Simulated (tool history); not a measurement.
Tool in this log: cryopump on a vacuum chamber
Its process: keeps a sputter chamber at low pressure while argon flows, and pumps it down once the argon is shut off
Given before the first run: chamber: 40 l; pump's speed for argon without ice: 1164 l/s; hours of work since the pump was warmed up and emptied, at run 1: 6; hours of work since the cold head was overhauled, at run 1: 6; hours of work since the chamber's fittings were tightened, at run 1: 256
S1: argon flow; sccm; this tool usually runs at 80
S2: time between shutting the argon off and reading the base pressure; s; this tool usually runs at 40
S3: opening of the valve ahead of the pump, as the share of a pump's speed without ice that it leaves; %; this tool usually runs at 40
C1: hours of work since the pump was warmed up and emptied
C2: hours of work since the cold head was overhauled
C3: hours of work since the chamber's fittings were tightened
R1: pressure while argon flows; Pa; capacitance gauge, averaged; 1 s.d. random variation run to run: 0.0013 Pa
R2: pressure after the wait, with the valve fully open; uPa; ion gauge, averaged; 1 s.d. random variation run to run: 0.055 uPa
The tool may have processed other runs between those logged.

run	hour	S1	S2	S3	C1	C2	C3	R1	R2
1	0.0	80	40	40	6	6	256	0.2920	3.55
2	10.6	80	40	40	11	11	261	0.2930	3.74
3	25.1	80	290	40	18	18	268	0.2925	0.92
4	36.3	80	298	40	24	24	274	0.2926	0.90
5	50.9	80	42	40	31	31	281	0.2932	3.51
6	64.6	80	40	40	38	38	288	0.2934	3.69
7	75.1	80	100	40	43	43	293	0.2941	1.78
8	94.1	80	40	40	53	53	303	0.2924	3.71
9	115.3	80	40	23	63	63	313	0.5081	3.70
10	130.3	80	40	23	71	71	321	0.5080	3.70
11	155.0	80	40	23	83	83	333	0.5071	3.74
12	179.9	80	40	23	95	95	346	0.5097	3.77
13	195.2	80	40	23	103	103	353	0.5104	3.70
14	212.9	80	40	23	112	112	362	0.5102	3.78
15	223.8	80	79	23	117	117	368	0.5079	2.24
16	246.6	80	79	23	129	129	379	0.5123	2.27
17	257.4	48	45	40	134	134	384	0.1767	3.36
18	269.2	48	45	40	140	140	390	0.1774	3.48
19	280.8	53	167	45	146	146	396	0.1743	1.32
20	302.2	133	32	26	156	156	407	0.7578	4.52
21	325.2	140	43	54	168	168	418	0.3862	3.53
22	344.6	140	43	54	178	178	428	0.3902	3.68
23	369.0	47	40	22	190	190	440	0.3145	3.93
24	386.7	116	61	22	199	199	449	0.7817	2.78
25	409.6	69	31	22	210	210	460	0.4665	4.71
26	429.7	53	27	16	220	220	470	0.4862	5.50
27	444.8	53	27	16	228	228	478	0.4842	5.32
28	460.3	157	274	20	235	235	485	1.1610	1.16
29	473.5	80	21	53	242	242	492	0.2299	6.72

What if the next run were any one of these 4? Each begins from the tool's condition after run 29:
A	494.7	131	29	27	252	252	503	?	?
B	494.7	105	79	53	252	252	503	?	?
C	494.7	34	21	15	252	252	503	?	?
D	494.7	158	167	44	252	252	503	?	?

run	R1	R2
A	0.7225	5.19
B	0.3047	2.37
C	0.3328	6.98
D	0.5457	1.51
With no hidden state in the tool, these same runs would have given:
run	R1	R2
A	0.7037	4.68
B	0.2895	1.86
C	0.3279	6.46
D	0.5229	1.01

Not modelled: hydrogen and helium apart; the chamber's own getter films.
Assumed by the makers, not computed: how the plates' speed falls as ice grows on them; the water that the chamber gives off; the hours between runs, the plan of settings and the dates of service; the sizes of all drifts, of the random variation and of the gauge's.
